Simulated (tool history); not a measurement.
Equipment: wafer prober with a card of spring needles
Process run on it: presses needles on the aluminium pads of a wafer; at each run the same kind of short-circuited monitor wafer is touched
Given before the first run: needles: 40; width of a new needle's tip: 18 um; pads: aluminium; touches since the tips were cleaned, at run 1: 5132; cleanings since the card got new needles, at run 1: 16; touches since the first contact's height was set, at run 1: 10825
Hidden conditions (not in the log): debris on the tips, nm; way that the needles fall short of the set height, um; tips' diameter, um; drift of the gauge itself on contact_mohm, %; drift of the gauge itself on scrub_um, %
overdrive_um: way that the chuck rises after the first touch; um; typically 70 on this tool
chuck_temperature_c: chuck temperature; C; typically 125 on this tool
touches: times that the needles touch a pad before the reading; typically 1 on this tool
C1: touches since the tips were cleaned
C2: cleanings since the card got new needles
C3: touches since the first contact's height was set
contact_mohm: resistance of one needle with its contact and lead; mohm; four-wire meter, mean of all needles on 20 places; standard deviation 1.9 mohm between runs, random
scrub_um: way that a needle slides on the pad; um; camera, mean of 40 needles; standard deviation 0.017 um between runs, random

run 1 day=0 | overdrive_um=70 chuck_temperature_c=125 touches=1 | C1=5132 C2=16 C3=10825 | contact_mohm=232 scrub_um=14.23
-- day=0.467 tips cleaned on abrasive film
run 2 day=1.471 | overdrive_um=70 chuck_temperature_c=125 touches=1 | C1=5775 C2=17 C3=19260 | contact_mohm=233 scrub_um=14.23
-- day=1.962 tips cleaned on abrasive film
-- day=3.35 tips cleaned on abrasive film
run 3 day=3.35 | overdrive_um=70 chuck_temperature_c=125 touches=1 | C1=0 C2=19 C3=30009 | contact_mohm=210 scrub_um=14.18
-- day=4.783 tips cleaned on abrasive film
run 4 day=4.792 | overdrive_um=70 chuck_temperature_c=125 touches=1 | C1=49 C2=20 C3=38265 | contact_mohm=207 scrub_um=14.16
-- day=6.321 tips cleaned on abrasive film
-- day=7.683 tips cleaned on abrasive film
run 5 day=7.683 | overdrive_um=70 chuck_temperature_c=125 touches=1 | C1=0 C2=22 C3=54838 | contact_mohm=209 scrub_um=14.08
-- day=9.021 tips cleaned on abrasive film
run 6 day=9.85 | overdrive_um=70 chuck_temperature_c=125 touches=1 | C1=4774 C2=23 C3=67253 | contact_mohm=226 scrub_um=14.09
-- day=10.396 tips cleaned on abrasive film
-- day=11.842 tips cleaned on abrasive film
run 7 day=11.933 | overdrive_um=70 chuck_temperature_c=68 touches=1 | C1=525 C2=25 C3=79180 | contact_mohm=200 scrub_um=14.05
-- day=13.325 tips cleaned on abrasive film
-- day=14.817 tips cleaned on abrasive film
run 8 day=15.271 | overdrive_um=70 chuck_temperature_c=125 touches=1 | C1=2603 C2=27 C3=98297 | contact_mohm=229 scrub_um=14
-- day=16.329 tips cleaned on abrasive film
-- day=17.812 tips cleaned on abrasive film
run 9 day=18.4 | overdrive_um=83 chuck_temperature_c=125 touches=1 | C1=3387 C2=29 C3=116237 | contact_mohm=220 scrub_um=16.62
-- day=19.3 tips cleaned on abrasive film
-- day=20.7 tips cleaned on abrasive film
run 10 day=20.758 | overdrive_um=83 chuck_temperature_c=125 touches=1 | C1=326 C2=31 C3=129735 | contact_mohm=207 scrub_um=16.59
-- day=22.212 tips cleaned on abrasive film
run 11 day=22.45 | overdrive_um=70 chuck_temperature_c=125 touches=1 | C1=1355 C2=32 C3=139423 | contact_mohm=216 scrub_um=13.94
-- day=22.646 height of the first contact set anew
-- day=23.704 tips cleaned on abrasive film
run 12 day=24.388 | overdrive_um=70 chuck_temperature_c=125 touches=1 | C1=3929 C2=33 C3=9995 | contact_mohm=229 scrub_um=14.22
-- day=25.279 tips cleaned on abrasive film
-- day=26.771 tips cleaned on abrasive film
run 13 day=27.129 | overdrive_um=79 chuck_temperature_c=125 touches=1 | C1=2055 C2=35 C3=25699 | contact_mohm=219 scrub_um=16.03
-- day=28.158 tips cleaned on abrasive film
run 14 day=28.817 | overdrive_um=79 chuck_temperature_c=125 touches=1 | C1=3800 C2=36 C3=35374 | contact_mohm=226 scrub_um=16
-- day=29.642 tips cleaned on abrasive film
run 15 day=30.283 | overdrive_um=69 chuck_temperature_c=32 touches=3 | C1=3682 C2=37 C3=43760 | contact_mohm=199 scrub_um=13.91
-- day=31.029 tips cleaned on abrasive film
-- day=32.4 tips cleaned on abrasive film
run 16 day=33.1 | overdrive_um=69 chuck_temperature_c=32 touches=3 | C1=4001 C2=39 C3=59889 | contact_mohm=197 scrub_um=13.89
-- day=33.942 tips cleaned on abrasive film
-- day=35.279 tips cleaned on abrasive film
run 17 day=36.554 | overdrive_um=80 chuck_temperature_c=105 touches=2 | C1=7323 C2=41 C3=79703 | contact_mohm=214 scrub_um=16.14
-- day=36.888 tips cleaned on abrasive film
-- day=38.221 tips cleaned on abrasive film
run 18 day=38.892 | overdrive_um=56 chuck_temperature_c=125 touches=1 | C1=3847 C2=43 C3=93070 | contact_mohm=250 scrub_um=11.2

The next listed run, before its measurement:
-- day=39.771 tips cleaned on abrasive film
-- day=41.246 tips cleaned on abrasive film
run 19 day=41.771 | overdrive_um=54 chuck_temperature_c=125 touches=1 | C1=3027 C2=45 C3=109577 | contact_mohm=? scrub_um=?

Run 19 measured contact_mohm 248 mohm, scrub_um 10.72 um.
Had the tool carried no hidden state, the very same run would have given contact_mohm 205 mohm, scrub_um 10.99 um.
